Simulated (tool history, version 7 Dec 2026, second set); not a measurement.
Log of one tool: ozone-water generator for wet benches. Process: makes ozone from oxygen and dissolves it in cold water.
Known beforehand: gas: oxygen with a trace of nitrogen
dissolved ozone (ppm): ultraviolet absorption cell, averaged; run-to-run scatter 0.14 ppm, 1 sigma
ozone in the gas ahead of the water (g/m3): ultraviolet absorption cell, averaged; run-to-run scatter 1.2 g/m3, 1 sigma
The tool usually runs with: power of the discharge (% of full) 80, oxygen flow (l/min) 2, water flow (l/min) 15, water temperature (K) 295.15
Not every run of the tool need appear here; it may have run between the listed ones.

run	hour	power of the discharge (% of full)	oxygen flow (l/min)	water flow (l/min)	water temperature (K)	dissolved ozone (ppm)	ozone in the gas ahead of the water (g/m3)
1	0	80	2	15	295.15	15.9	211.7
2	41.6	80	2	15	295.15	15.7	212.2
3	96	80	2	15	295.15	15.8	210.3
4	128.5	80	2	15	295.15	15.9	212.5
5	183.1	80	2	15	295.15	15.9	215
6	215.2	80	2	15	295.15	15.7	212.4
7	264.3	80	2	15	295.15	15.8	212.9
8	323	80	2	15	295.15	16	212.4
9	352.5	80	2	15	295.15	15.9	214.1
10	410.7	80	2	15	292.15	16.5	213.7
11	459	80	2	15	295.15	15.7	215.5
12	508.7	80	2	15	295.15	15.9	214.2
13	535.4	80	2	15	295.15	15.9	214.1
14	570.8	80	2	15	295.15	16	213.4
15	610.9	80	2	15	295.15	15.6	215.9
16	657.8	80	2	15	295.15	15.9	215
17	715.4	80	2	15	295.15	15.4	215.7
18	764.3	62	3.43	20	294.15	11.4	141.1
19	791.5	62	3.43	21	294.15	11.1	140.5
20	822.6	62	3.43	9	294.15	20.8	142.2
21	871	62	3.43	9	291.15	21.9	140.5
22	908.3	62	3.43	9	291.15	22	140.7
23	938.9	64	2	16	290.15	12.8	176.2
24	971.4	64	2	16	290.15	12.8	177.2
25	1021	64	2.82	15	296.15	14.1	156.8
26	1059.4	43	2	15	295.15	8.9	124
27	1085.7	94	1.83	11	290.15	24.6	259
# hour 1128.8: gauge calibrated
28	1134.2	94	3.27	9	302.15	25.9	207.2
29	1195.5	94	3.27	9	302.15	26.1	204.9
30	1227.2	94	1.59	9	300.15	24.2	265.5
31	1282.4	80	2.04	13	295.15	18.1	212.4
32	1317.1	80	2.04	13	295.15	18	208.9
33	1372.6	80	1.62	19	295.15	11.8	232.3

Branching from run 33: 4 alternative next runs. What would each branch give?
A	1400.6	80	1.62	12	295.15	?	?
B	1400.6	80	1.62	12	302.15	?	?
C	1400.6	80	1.82	15	295.15	?	?
D	1400.6	80	2	15	292.15	?	?

run	dissolved ozone (ppm)	ozone in the gas ahead of the water (g/m3)
A	18	229.2
B	16.6	231.1
C	15.2	221.5
D	16.2	215.4
Stripped of hidden state, with their random variation kept, the same runs would have yielded:
run	dissolved ozone (ppm)	ozone in the gas ahead of the water (g/m3)
A	18	227.9
B	16.6	229.8
C	15.2	220.2
D	16.2	214.2

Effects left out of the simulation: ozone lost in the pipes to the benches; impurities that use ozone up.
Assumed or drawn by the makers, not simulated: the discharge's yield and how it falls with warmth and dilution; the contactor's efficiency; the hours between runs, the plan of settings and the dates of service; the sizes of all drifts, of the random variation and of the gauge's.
